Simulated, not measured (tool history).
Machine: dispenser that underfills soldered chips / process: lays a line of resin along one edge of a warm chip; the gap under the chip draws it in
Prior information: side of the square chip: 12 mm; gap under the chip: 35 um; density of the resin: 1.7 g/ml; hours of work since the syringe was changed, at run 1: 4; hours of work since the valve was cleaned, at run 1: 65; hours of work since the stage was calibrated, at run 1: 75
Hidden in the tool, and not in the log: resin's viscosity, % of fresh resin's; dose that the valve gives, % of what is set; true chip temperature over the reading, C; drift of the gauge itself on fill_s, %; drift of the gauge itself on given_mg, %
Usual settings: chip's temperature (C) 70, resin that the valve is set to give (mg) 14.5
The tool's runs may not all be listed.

run  hour  chip's temperature (C)  resin that the valve is set to give (mg)  hours of work since the syringe was changed  hours of work since the valve was cleaned  hours of work since the stage was calibrated  time until the resin shows at the far edge (s)  resin that the valve gave (mg)
  1     0                      70                                      14.5                                            4                                         65                                            75                                           537.9                           13.54
  2   3.5                      70                                      12.9                                            7                                         68                                            78                                           669.8                           11.99
      4.2  -- new syringe of resin
  3   8.5                      70                                      12.9                                            3                                         71                                            82                                           527.9                           11.91
  4    12                      70                                      14.5                                            6                                         74                                            84                                             632                           13.59
     13.8  -- new syringe of resin
  5  16.8                      70                                      18.1                                            2                                         77                                            88                                           465.9                           16.72
  6  21.2                      70                                      18.1                                            6                                         80                                            91                                           594.5                           16.69
     23.6  -- new syringe of resin
  7  24.1                      70                                      18.1                                            0                                         82                                            93                                           396.9                           16.73
  8  27.7                      70                                      18.1                                            3                                         85                                            95                                           486.6                           16.58
  9  29.7                      70                                      17.1                                            5                                         87                                            97                                           555.9                            15.7
     33.5  -- new syringe of resin
 10  35.1                      70                                      17.1                                            1                                         90                                           101                                           422.5                           15.53
 11  38.5                      74                                      12.4                                            4                                         93                                           103                                           431.7                           11.32
 12  42.1                      74                                      12.4                                            6                                         96                                           106                                           538.1                           11.29
     43.3  -- new syringe of resin
 13  46.3                      78                                      15.2                                            2                                         99                                           109                                           305.9                           13.83
 14  49.3                      75                                      17.3                                            5                                        101                                           111                                           423.9                           15.72
       53  -- new syringe of resin
 15  53.9                      75                                      17.3                                            1                                        104                                           115                                           316.9                           15.71
     59.7  -- dispensing valve cleaned and set on the balance
 16  59.7                      56                                      12.6                                            4                                          0                                           118                                          1281.4                           12.69
     63.6  -- new syringe of resin
 17  64.6                      56                                      12.6                                            1                                          4                                           122                                           965.3                           12.51
 18  67.8                      58                                      16.5                                            3                                          6                                           124                                           994.9                           16.44

Describe how what the log doesn't record of the tool's condition differs between the last listed run preceding each entry between runs and the first listed run following it.
Run 2 -> run 3: new syringe of resin (hour 4.2)
  resin's viscosity, % of fresh resin's: 170.2 -> 129.2; dose that the valve gives, % of what is set: 93.47 -> 93.14; true chip temperature over the reading, C: -0.44 -> -0.45
  difference, measured minus the result without the unlogged condition, time until the resin shows at the far edge (s): +290.4 -> +134.5; resin that the valve gave (mg): -0.84 -> -0.88
Run 4 -> run 5: new syringe of resin (hour 13.8)
  resin's viscosity, % of fresh resin's: 158.2 -> 118; dose that the valve gives, % of what is set: 92.91 -> 92.61; true chip temperature over the reading, C: -0.47 -> -0.48
  difference, measured minus the result without the unlogged condition, time until the resin shows at the far edge (s): +245.7 -> +81.9; resin that the valve gave (mg): -1.04 -> -1.34
Run 6 -> run 7: new syringe of resin (hour 23.6)
  resin's viscosity, % of fresh resin's: 153.1 -> 101.8; dose that the valve gives, % of what is set: 92.33 -> 92.17
  difference, measured minus the result without the unlogged condition, time until the resin shows at the far edge (s): +217.1 -> +18.5; resin that the valve gave (mg): -1.4 -> -1.43
Run 9 -> run 10: new syringe of resin (hour 33.5)
  resin's viscosity, % of fresh resin's: 142.4 -> 107.7; dose that the valve gives, % of what is set: 91.77 -> 91.42; true chip temperature over the reading, C: -0.52 -> -0.54
  difference, measured minus the result without the unlogged condition, time until the resin shows at the far edge (s): +177.8 -> +43.2; resin that the valve gave (mg): -1.41 -> -1.46
Run 12 -> run 13: new syringe of resin (hour 43.3)
  resin's viscosity, % of fresh resin's: 162.7 -> 118.7; dose that the valve gives, % of what is set: 90.93 -> 90.65; true chip temperature over the reading, C: -0.56 -> -0.57
  difference, measured minus the result without the unlogged condition, time until the resin shows at the far edge (s): +224.1 -> +57.8; resin that the valve gave (mg): -1.12 -> -1.43
Run 14 -> run 15: new syringe of resin (hour 53)
  resin's viscosity, % of fresh resin's: 141.2 -> 106.5; dose that the valve gives, % of what is set: 90.43 -> 90.13; true chip temperature over the reading, C: -0.58 -> -0.6
  difference, measured minus the result without the unlogged condition, time until the resin shows at the far edge (s): +134.1 -> +30; resin that the valve gave (mg): -1.66 -> -1.71
Run 15 -> run 16: dispensing valve cleaned and set on the balance (hour 59.7)
  resin's viscosity, % of fresh resin's: 106.5 -> 141.1; dose that the valve gives, % of what is set: 90.13 -> 100.18; true chip temperature over the reading, C: -0.6 -> -0.61
  difference, measured minus the result without the unlogged condition, time until the resin shows at the far edge (s): +30 -> +405.8; resin that the valve gave (mg): -1.71 -> +0.02
Run 16 -> run 17: new syringe of resin (hour 63.6)
  resin's viscosity, % of fresh resin's: 141.1 -> 106.8; dose that the valve gives, % of what is set: 100.18 -> 99.85; true chip temperature over the reading, C: -0.61 -> -0.63
  difference, measured minus the result without the unlogged condition, time until the resin shows at the far edge (s): +405.8 -> +95.1; resin that the valve gave (mg): +0.02 -> -0.02
